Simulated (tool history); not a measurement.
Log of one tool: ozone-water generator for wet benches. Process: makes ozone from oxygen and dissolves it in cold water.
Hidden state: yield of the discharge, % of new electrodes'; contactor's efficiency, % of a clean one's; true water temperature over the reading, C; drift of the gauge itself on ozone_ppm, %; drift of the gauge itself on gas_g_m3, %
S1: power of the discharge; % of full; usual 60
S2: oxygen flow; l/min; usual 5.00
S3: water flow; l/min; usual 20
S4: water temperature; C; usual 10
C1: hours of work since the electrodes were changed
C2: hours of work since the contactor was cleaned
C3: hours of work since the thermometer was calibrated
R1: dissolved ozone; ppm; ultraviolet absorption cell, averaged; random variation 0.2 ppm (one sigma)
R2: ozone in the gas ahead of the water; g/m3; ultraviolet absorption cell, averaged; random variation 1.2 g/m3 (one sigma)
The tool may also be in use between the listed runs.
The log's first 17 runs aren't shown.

run,day,S1,S2,S3,S4,C1,C2,C3,R1,R2
18,29.375,87,4.59,13,11,1686,179,387,53.4,314.6
19,31.417,87,4.59,13,11,1735,228,435,52.9,316.6
20,32.854,58,4.59,19,17,1769,262,470,25.6,215.5
21,34.217,58,4.59,19,17,1801,295,502,25.6,215.7
22,36.338,55,4.59,30,17,1852,345,553,16.2,207.5
23,37.550,61,7.72,20,14,1881,374,581,28.9,185.5
# day 38.338: gauge calibrated
24,38.538,60,5.00,20,8,1904,398,605,28.9,209.2
25,39.942,60,5.00,20,8,1938,431,638,28.9,214.0
26,41.396,60,5.00,20,8,1972,466,673,28.9,210.6
27,43.312,50,5.00,20,10,2018,512,719,23.5,178.8
28,44.462,83,7.30,20,10,2045,539,746,40.7,248.5
29,46.625,83,7.30,20,10,2097,591,798,40.8,247.7
30,48.654,83,7.30,20,10,2145,639,846,40.9,246.5
31,50.725,54,8.00,20,7,2195,688,895,29.0,160.2
32,52.838,54,8.00,20,7,2245,738,946,28.6,161.7
33,54.354,54,8.00,20,7,2281,775,982,28.9,161.8

3 ways to go on from here, each from the tool as it stands after run 33. What would each give?
A,55.996,89,8.00,22,10,2320,814,1021,?,?
B,55.996,60,5.00,20,13,2320,814,1021,?,?
C,55.996,82,4.15,20,6,2320,814,1021,?,?

run,R1,R2
A,41.4,256.4
B,26.6,214.3
C,37.5,305.7
Without the tool's hidden state the same runs would have given:
run,R1,R2
A,41.4,253.1
B,26.6,211.5
C,37.5,301.7

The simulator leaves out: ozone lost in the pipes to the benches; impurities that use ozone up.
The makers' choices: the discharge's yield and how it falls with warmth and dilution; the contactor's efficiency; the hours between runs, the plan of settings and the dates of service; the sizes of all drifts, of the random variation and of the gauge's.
